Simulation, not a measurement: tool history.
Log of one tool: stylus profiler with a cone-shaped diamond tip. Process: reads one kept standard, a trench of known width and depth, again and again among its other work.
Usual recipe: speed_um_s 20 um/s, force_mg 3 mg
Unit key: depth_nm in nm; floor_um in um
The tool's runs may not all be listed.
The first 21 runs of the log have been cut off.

run 22 hour=1579.3 | speed_um_s=13 force_mg=2.78 | depth_nm=1010.65 floor_um=25.95
run 23 hour=1653.5 | speed_um_s=6 force_mg=5.34 | depth_nm=1016.81 floor_um=25.97
run 24 hour=1719 | speed_um_s=9 force_mg=1.79 | depth_nm=1007.94 floor_um=25.94
run 25 hour=1792 | speed_um_s=9 force_mg=1.61 | depth_nm=1007.61 floor_um=25.93
run 26 hour=1849.3 | speed_um_s=9 force_mg=1.61 | depth_nm=1007.47 floor_um=25.93
run 27 hour=1951.5 | speed_um_s=24 force_mg=2.7 | depth_nm=1010.82 floor_um=25.97
run 28 hour=2007.9 | speed_um_s=74 force_mg=1.03 | depth_nm=1005.82 floor_um=25.64
run 29 hour=2103.9 | speed_um_s=23 force_mg=3 | depth_nm=1011.06 floor_um=25.89
run 30 hour=2149.5 | speed_um_s=19 force_mg=2.92 | depth_nm=1011.08 floor_um=25.88
run 31 hour=2194.4 | speed_um_s=31 force_mg=1.91 | depth_nm=1008.42 floor_um=25.8
run 32 hour=2279.7 | speed_um_s=5 force_mg=3.47 | depth_nm=1012.57 floor_um=25.99
run 33 hour=2374.5 | speed_um_s=8 force_mg=3.87 | depth_nm=1013.21 floor_um=25.99
run 34 hour=2450.9 | speed_um_s=30 force_mg=2.36 | depth_nm=1009.5 floor_um=25.91
run 35 hour=2509.4 | speed_um_s=30 force_mg=2.36 | depth_nm=1009.54 floor_um=25.92
run 36 hour=2561.2 | speed_um_s=30 force_mg=2.36 | depth_nm=1009.35 floor_um=25.89
run 37 hour=2650.1 | speed_um_s=30 force_mg=2.36 | depth_nm=1009.53 floor_um=25.88

Forecast each of these 4 alternatives for the next run:
run A hour=2716.9 | speed_um_s=38 force_mg=1.37 | depth_nm=? floor_um=?
run B hour=2716.9 | speed_um_s=20 force_mg=5.01 | depth_nm=? floor_um=?
run C hour=2716.9 | speed_um_s=5 force_mg=5.52 | depth_nm=? floor_um=?
run D hour=2716.9 | speed_um_s=34 force_mg=1.42 | depth_nm=? floor_um=?

run=A depth_nm=1006.83 floor_um=25.8
run=B depth_nm=1016.13 floor_um=25.93
run=C depth_nm=1016.89 floor_um=25.99
run=D depth_nm=1006.73 floor_um=25.82
What these runs would have given with no unlogged condition in the tool:
run=A depth_nm=1006.84 floor_um=25.83
run=B depth_nm=1016.15 floor_um=25.95
run=C depth_nm=1016.91 floor_um=26.01
run=D depth_nm=1006.75 floor_um=25.84
